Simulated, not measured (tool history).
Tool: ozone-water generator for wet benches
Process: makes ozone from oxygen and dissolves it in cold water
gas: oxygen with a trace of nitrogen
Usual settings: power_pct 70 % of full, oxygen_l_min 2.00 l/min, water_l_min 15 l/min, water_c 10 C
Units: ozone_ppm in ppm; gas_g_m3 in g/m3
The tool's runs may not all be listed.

run 1 hour=0.0 | power_pct=70 oxygen_l_min=2.00 water_l_min=15 water_c=10 | ozone_ppm=13.4 gas_g_m3=198.1
run 2 hour=134.4 | power_pct=87 oxygen_l_min=2.00 water_l_min=15 water_c=10 | ozone_ppm=15.3 gas_g_m3=224.6
run 3 hour=305.5 | power_pct=87 oxygen_l_min=2.00 water_l_min=15 water_c=10 | ozone_ppm=15.3 gas_g_m3=222.8
run 4 hour=457.0 | power_pct=87 oxygen_l_min=2.00 water_l_min=15 water_c=10 | ozone_ppm=15.2 gas_g_m3=223.4
run 5 hour=623.4 | power_pct=87 oxygen_l_min=2.00 water_l_min=15 water_c=10 | ozone_ppm=15.3 gas_g_m3=226.0
run 6 hour=818.9 | power_pct=87 oxygen_l_min=2.00 water_l_min=15 water_c=10 | ozone_ppm=15.2 gas_g_m3=222.5
run 7 hour=1008.7 | power_pct=91 oxygen_l_min=2.00 water_l_min=15 water_c=10 | ozone_ppm=15.5 gas_g_m3=226.0
run 8 hour=1191.2 | power_pct=91 oxygen_l_min=2.00 water_l_min=15 water_c=10 | ozone_ppm=15.3 gas_g_m3=228.0
run 9 hour=1421.5 | power_pct=91 oxygen_l_min=2.00 water_l_min=15 water_c=10 | ozone_ppm=15.2 gas_g_m3=227.1
run 10 hour=1549.9 | power_pct=43 oxygen_l_min=2.00 water_l_min=15 water_c=10 | ozone_ppm=9.7 gas_g_m3=144.6
run 11 hour=1747.2 | power_pct=43 oxygen_l_min=2.00 water_l_min=15 water_c=10 | ozone_ppm=9.8 gas_g_m3=141.7
run 12 hour=1944.0 | power_pct=43 oxygen_l_min=1.41 water_l_min=15 water_c=10 | ozone_ppm=8.8 gas_g_m3=169.9
run 13 hour=2042.3 | power_pct=71 oxygen_l_min=2.72 water_l_min=14 water_c=7 | ozone_ppm=15.3 gas_g_m3=167.3

What does the tool deliver on the next run?
run 14 hour=2194.9 | power_pct=71 oxygen_l_min=2.72 water_l_min=14 water_c=7 | ozone_ppm=? gas_g_m3=?

ozone_ppm: 15.3 ppm
gas_g_m3: 167.2 g/m3
Take away the tool's hidden state, keep the run-to-run variation as it was, and the same run would have given ozone_ppm 18.0 ppm, gas_g_m3 189.1 g/m3.
